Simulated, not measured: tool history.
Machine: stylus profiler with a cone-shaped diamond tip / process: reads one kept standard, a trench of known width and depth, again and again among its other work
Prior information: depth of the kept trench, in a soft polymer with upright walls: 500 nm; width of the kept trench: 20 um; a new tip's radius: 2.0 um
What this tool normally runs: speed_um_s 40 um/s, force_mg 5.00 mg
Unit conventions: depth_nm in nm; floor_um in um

run      day  speed_um_s  force_mg  depth_nm  floor_um
  1    0.000          40      5.00    507.21     16.04
  2    4.104          40      5.00    507.04     16.06
  3    7.600          40     12.54    513.72     16.16
  4   10.929          40     12.54    513.50     16.13
  5   13.250          30      5.00    506.74     16.04
  6   15.754          30      5.00    506.70     16.02
  7   20.838          30      5.00    506.60     16.05
  8   24.771          30      5.00    506.68     16.04
  9   27.158          40      8.21    509.54     15.98
 10   32.238          40      2.43    503.66     15.84
 11   37.283          40      2.43    503.36     15.87
 12   41.088          10      5.00    506.44     15.94
 13   45.367          10      5.00    506.05     16.08
 14   50.662          10      5.00    506.28     15.99
 15   54.492          10      5.00    506.04     15.95
 16   58.133          10      5.00    506.01     15.96
 17   62.933          18      3.78    504.89     15.85
 18   67.746          23      3.92    504.90     15.90
 19   72.604          23      3.77    504.54     15.83
 20   75.542          23      3.77    504.48     15.77
      76.579  -- new tip fitted, height scale calibrated
 21   77.817          64      3.77    506.36     17.13
 22   80.717          37     11.55    513.51     17.25
 23   83.379          11      2.02    504.02     17.28
 24   85.862          11      2.02    503.95     17.30
 25   89.912          11      2.02    503.97     17.20
 26   95.162          62      3.89    506.29     17.02
 27   97.333          62      3.89    506.20     17.02
 28  102.483          23      3.86    505.85     17.12
 29  104.662          54      7.14    509.09     17.01
 30  107.729          13      5.27    507.63     17.13
 31  111.012          55      1.98    503.54     16.83

Subtracting, for every run, the result it would have given without the tool's unlogged condition from the measured result gives the following. The same run-to-run variation enters both numbers; the gauge's scatter may not:
Hidden state present: radius of the tip, um; height scale over the true one, %; drift of the gauge itself on depth_nm, %; drift of the gauge itself on floor_um, %.
run  depth_nm  floor_um
  1     -0.76     -1.12
  2     -0.84     -1.13
  3     -0.91     -1.15
  4     -0.96     -1.16
  5     -0.99     -1.17
  6     -1.02     -1.18
  7     -1.11     -1.21
  8     -1.17     -1.23
  9     -1.21     -1.24
 10     -1.28     -1.26
 11     -1.36     -1.28
 12     -1.43     -1.29
 13     -1.50     -1.31
 14     -1.58     -1.34
 15     -1.63     -1.35
 16     -1.70     -1.37
 17     -1.77     -1.39
 18     -1.84     -1.41
 19     -1.93     -1.43
 20     -1.98     -1.44
 21     -0.20     +0.03
 22     -0.24     +0.01
 23     -0.27     -0.01
 24     -0.32     -0.02
 25     -0.38     -0.05
 26     -0.46     -0.08
 27     -0.49     -0.10
 28     -0.57     -0.12
 29     -0.62     -0.14
 30     -0.67     -0.16
 31     -0.71     -0.18
